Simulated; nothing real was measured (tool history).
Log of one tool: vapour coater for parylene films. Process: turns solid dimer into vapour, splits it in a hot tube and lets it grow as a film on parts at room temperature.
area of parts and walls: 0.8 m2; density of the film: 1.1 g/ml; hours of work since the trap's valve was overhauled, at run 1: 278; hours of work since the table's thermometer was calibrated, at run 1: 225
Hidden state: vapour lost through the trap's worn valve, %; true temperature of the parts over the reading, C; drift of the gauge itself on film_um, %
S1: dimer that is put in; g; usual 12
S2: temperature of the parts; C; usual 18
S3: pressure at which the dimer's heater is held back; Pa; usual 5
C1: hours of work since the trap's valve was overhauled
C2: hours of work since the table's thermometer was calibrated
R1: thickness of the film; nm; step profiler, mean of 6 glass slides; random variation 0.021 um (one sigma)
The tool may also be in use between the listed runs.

{"run": 1, "hour": 0.0, "S1": 12, "S2": 18, "S3": 5, "C1": 278, "C2": 225, "R1": 8090}
{"run": 2, "hour": 11.6, "S1": 12, "S2": 25, "S3": 5, "C1": 286, "C2": 233, "R1": 5790}
{"run": 3, "hour": 28.5, "S1": 12, "S2": 25, "S3": 5, "C1": 298, "C2": 245, "R1": 5760}
{"run": 4, "hour": 41.7, "S1": 12, "S2": 25, "S3": 5, "C1": 307, "C2": 254, "R1": 5770}
{"run": 5, "hour": 53.1, "S1": 12, "S2": 25, "S3": 5, "C1": 315, "C2": 262, "R1": 5730}
{"run": 6, "hour": 60.7, "S1": 12, "S2": 25, "S3": 2.22, "C1": 320, "C2": 267, "R1": 6420}
{"run": 7, "hour": 70.5, "S1": 20, "S2": 18, "S3": 5, "C1": 327, "C2": 274, "R1": 13450}
{"run": 8, "hour": 80.3, "S1": 20, "S2": 18, "S3": 5, "C1": 333, "C2": 281, "R1": 13440}
{"run": 9, "hour": 93.7, "S1": 12, "S2": 18, "S3": 11.9, "C1": 343, "C2": 290, "R1": 7180}
{"run": 10, "hour": 106.7, "S1": 12, "S2": 18, "S3": 11.9, "C1": 352, "C2": 299, "R1": 7190}
{"hour": 111.9, "done": "trap's valve overhauled"}
{"run": 11, "hour": 124.4, "S1": 12, "S2": 18, "S3": 11.9, "C1": 9, "C2": 308, "R1": 7110}
{"run": 12, "hour": 140.9, "S1": 12, "S2": 18, "S3": 11.9, "C1": 20, "C2": 320, "R1": 7120}
{"run": 13, "hour": 157.0, "S1": 12, "S2": 15, "S3": 4.88, "C1": 31, "C2": 331, "R1": 9270}
{"run": 14, "hour": 171.8, "S1": 12, "S2": 18, "S3": 7.7, "C1": 41, "C2": 341, "R1": 7500}
{"run": 15, "hour": 184.5, "S1": 12, "S2": 18, "S3": 7.7, "C1": 50, "C2": 350, "R1": 7520}
{"hour": 192.1, "done": "trap's valve overhauled, once more"}
{"run": 16, "hour": 197.7, "S1": 5, "S2": 18, "S3": 8.9, "C1": 4, "C2": 356, "R1": 3220}
{"run": 17, "hour": 205.3, "S1": 6, "S2": 12, "S3": 5.46, "C1": 9, "C2": 362, "R1": 5520}
{"run": 18, "hour": 213.9, "S1": 6, "S2": 29, "S3": 3.86, "C1": 15, "C2": 367, "R1": 2530}
{"run": 19, "hour": 229.9, "S1": 6, "S2": 18, "S3": 2.84, "C1": 26, "C2": 379, "R1": 4500}
{"run": 20, "hour": 247.2, "S1": 10, "S2": 13, "S3": 5.48, "C1": 38, "C2": 391, "R1": 8710}
{"run": 21, "hour": 259.1, "S1": 12, "S2": 22, "S3": 2.72, "C1": 46, "C2": 399, "R1": 7430}
{"run": 22, "hour": 275.2, "S1": 7, "S2": 18, "S3": 4.95, "C1": 57, "C2": 410, "R1": 4830}
{"run": 23, "hour": 284.3, "S1": 14, "S2": 15, "S3": 5.86, "C1": 64, "C2": 416, "R1": 10970}
{"run": 24, "hour": 298.6, "S1": 14, "S2": 15, "S3": 5.86, "C1": 74, "C2": 426, "R1": 10900}

Hidden state at the last listed run before each entry between runs and at the first one after, where it differs:
Between runs 10 and 11: trap's valve overhauled (hour 111.9)
  vapour lost through the trap's worn valve, %: 3.3 -> 4.1
  measured less the result without the state, R1: -260 -> -310 nm
Between runs 15 and 16: trap's valve overhauled, once more (hour 192.1)
  vapour lost through the trap's worn valve, %: 4.4 -> 0.2
  measured less the result without the state, R1: -350 -> +0 nm
